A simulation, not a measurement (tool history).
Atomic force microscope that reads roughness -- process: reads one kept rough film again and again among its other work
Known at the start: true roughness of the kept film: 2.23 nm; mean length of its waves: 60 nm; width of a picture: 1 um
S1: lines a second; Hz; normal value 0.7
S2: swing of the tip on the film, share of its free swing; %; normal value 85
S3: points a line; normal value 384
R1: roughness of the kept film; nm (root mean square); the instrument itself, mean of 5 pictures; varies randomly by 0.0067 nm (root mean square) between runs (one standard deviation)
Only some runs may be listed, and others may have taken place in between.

run     day     S1  S2   S3     R1
  1       0    0.7  85  384  2.057
  2   1.396    0.7  85  384  2.047
  3   2.542    0.7  85  384  2.039
  4   3.358    0.7  85  384   2.04
  5   4.346    0.7  85  384  2.021
      5.167  -- new tip fitted
  6   5.854    0.7  85  384  2.052
  7   7.112  3.501  85  384  1.634
  8   8.429  0.623  75  659  2.084
  9   9.175  0.623  75  659  2.078
 10  10.183    0.7  55  594  2.105

Branching from run 10: 4 alternative next runs. What would each branch give?
     10.321  -- new tip fitted
  A  11.608    0.7  56  594   ?
     10.321  -- new tip fitted
  B  11.608  2.461  85  274   ?
     10.321  -- new tip fitted
  C  11.608    0.7  61  594   ?
     10.321  -- new tip fitted
  D  11.608  0.732  55  594   ?

run     R1
  A  2.149
  B  1.759
  C  2.139
  D  2.157
The same runs, with their run-to-run variation unchanged, on a tool lacking any hidden condition would have given:
run     R1
  A  2.168
  B  1.775
  C  2.159
  D  2.177

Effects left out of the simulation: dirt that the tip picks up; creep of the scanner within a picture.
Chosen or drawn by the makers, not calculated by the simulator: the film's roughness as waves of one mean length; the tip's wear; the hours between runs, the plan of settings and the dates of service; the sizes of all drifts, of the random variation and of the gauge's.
